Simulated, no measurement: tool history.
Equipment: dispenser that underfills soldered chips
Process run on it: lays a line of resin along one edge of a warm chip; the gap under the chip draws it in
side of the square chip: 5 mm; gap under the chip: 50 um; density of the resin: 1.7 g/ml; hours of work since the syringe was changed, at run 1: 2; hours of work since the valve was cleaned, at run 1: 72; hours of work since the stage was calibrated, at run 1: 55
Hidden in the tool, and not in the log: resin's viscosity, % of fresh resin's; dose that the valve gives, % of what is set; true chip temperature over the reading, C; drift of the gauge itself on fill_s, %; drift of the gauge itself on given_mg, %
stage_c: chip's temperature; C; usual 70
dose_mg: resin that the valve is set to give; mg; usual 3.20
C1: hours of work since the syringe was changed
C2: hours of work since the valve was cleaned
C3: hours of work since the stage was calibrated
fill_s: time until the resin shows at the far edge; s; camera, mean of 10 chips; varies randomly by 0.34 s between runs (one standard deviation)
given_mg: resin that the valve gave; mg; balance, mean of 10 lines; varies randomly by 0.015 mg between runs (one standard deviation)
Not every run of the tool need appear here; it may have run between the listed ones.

{"run": 1, "hour": 0.0, "stage_c": 70, "dose_mg": 3.2, "C1": 2, "C2": 72, "C3": 55, "fill_s": 16.9, "given_mg": 3.01}
{"hour": 8.3, "done": "new syringe of resin"}
{"run": 2, "hour": 10.8, "stage_c": 70, "dose_mg": 3.2, "C1": 1, "C2": 79, "C3": 61, "fill_s": 16.8, "given_mg": 3.01}
{"run": 3, "hour": 16.3, "stage_c": 70, "dose_mg": 3.2, "C1": 5, "C2": 82, "C3": 65, "fill_s": 19.2, "given_mg": 2.98}
{"hour": 19.9, "done": "new syringe of resin"}
{"run": 4, "hour": 26.0, "stage_c": 70, "dose_mg": 3.2, "C1": 4, "C2": 88, "C3": 71, "fill_s": 18.4, "given_mg": 2.99}
{"hour": 31.4, "done": "new syringe of resin"}
{"run": 5, "hour": 39.1, "stage_c": 74, "dose_mg": 3.2, "C1": 5, "C2": 96, "C3": 78, "fill_s": 15.2, "given_mg": 2.97}
{"hour": 43.3, "done": "new syringe of resin"}
{"run": 6, "hour": 50.5, "stage_c": 77, "dose_mg": 3.2, "C1": 4, "C2": 103, "C3": 85, "fill_s": 13.1, "given_mg": 2.94}
{"hour": 54.6, "done": "new syringe of resin"}
{"run": 7, "hour": 62.8, "stage_c": 70, "dose_mg": 3.2, "C1": 5, "C2": 110, "C3": 93, "fill_s": 19.1, "given_mg": 2.93}
{"hour": 66.2, "done": "new syringe of resin"}
{"run": 8, "hour": 73.8, "stage_c": 59, "dose_mg": 3.2, "C1": 5, "C2": 117, "C3": 99, "fill_s": 36.7, "given_mg": 2.92}
{"hour": 77.7, "done": "new syringe of resin"}
{"run": 9, "hour": 86.5, "stage_c": 59, "dose_mg": 3.2, "C1": 5, "C2": 124, "C3": 107, "fill_s": 36.4, "given_mg": 2.9}
{"hour": 88.6, "done": "dispensing valve cleaned and set on the balance"}
{"hour": 90.4, "done": "new syringe of resin"}
{"run": 10, "hour": 100.8, "stage_c": 66, "dose_mg": 3.2, "C1": 6, "C2": 7, "C3": 115, "fill_s": 24.5, "given_mg": 3.21}
{"hour": 102.2, "done": "new syringe of resin"}
{"run": 11, "hour": 111.5, "stage_c": 66, "dose_mg": 3.03, "C1": 6, "C2": 14, "C3": 121, "fill_s": 25.9, "given_mg": 2.99}
{"hour": 114.1, "done": "new syringe of resin"}
{"run": 12, "hour": 118.6, "stage_c": 81, "dose_mg": 3.57, "C1": 3, "C2": 18, "C3": 126, "fill_s": 10.0, "given_mg": 3.54}
{"hour": 126.0, "done": "new syringe of resin"}
{"run": 13, "hour": 130.2, "stage_c": 63, "dose_mg": 3.71, "C1": 3, "C2": 25, "C3": 133, "fill_s": 25.2, "given_mg": 3.66}
{"hour": 138.0, "done": "new syringe of resin"}
{"run": 14, "hour": 140.6, "stage_c": 77, "dose_mg": 3.83, "C1": 2, "C2": 31, "C3": 139, "fill_s": 11.9, "given_mg": 3.76}
{"hour": 149.7, "done": "new syringe of resin"}
{"run": 15, "hour": 153.3, "stage_c": 77, "dose_mg": 3.83, "C1": 2, "C2": 39, "C3": 146, "fill_s": 11.9, "given_mg": 3.72}
{"hour": 161.6, "done": "new syringe of resin"}
{"run": 16, "hour": 163.8, "stage_c": 77, "dose_mg": 3.83, "C1": 1, "C2": 45, "C3": 153, "fill_s": 11.3, "given_mg": 3.7}
{"run": 17, "hour": 171.0, "stage_c": 69, "dose_mg": 3.2, "C1": 6, "C2": 50, "C3": 157, "fill_s": 20.3, "given_mg": 3.08}
{"hour": 173.0, "done": "new syringe of resin"}
{"run": 18, "hour": 177.4, "stage_c": 62, "dose_mg": 2.74, "C1": 3, "C2": 53, "C3": 161, "fill_s": 29.2, "given_mg": 2.64}
{"hour": 184.6, "done": "new syringe of resin"}
{"run": 19, "hour": 188.6, "stage_c": 62, "dose_mg": 2.74, "C1": 2, "C2": 60, "C3": 168, "fill_s": 27.9, "given_mg": 2.58}

Selected run-to-run steps in fill_s, each split into two signed amounts: the part the tool would show with no hidden state at all (from settings, incoming material and random variation), and the remainder, which goes to the hidden state together with any gauge scatter not common to the measured and the hidden-state-free results:
Run 7 -> 8: stage_c 70 -> 59, new syringe of resin. fill_s +17.6 s: hidden state +4.0, all else +13.6.
Run 11 -> 12: stage_c 66 -> 81, dose_mg 3.03 -> 3.57, new syringe of resin. fill_s -15.9 s: hidden state -4.1, all else -11.8.
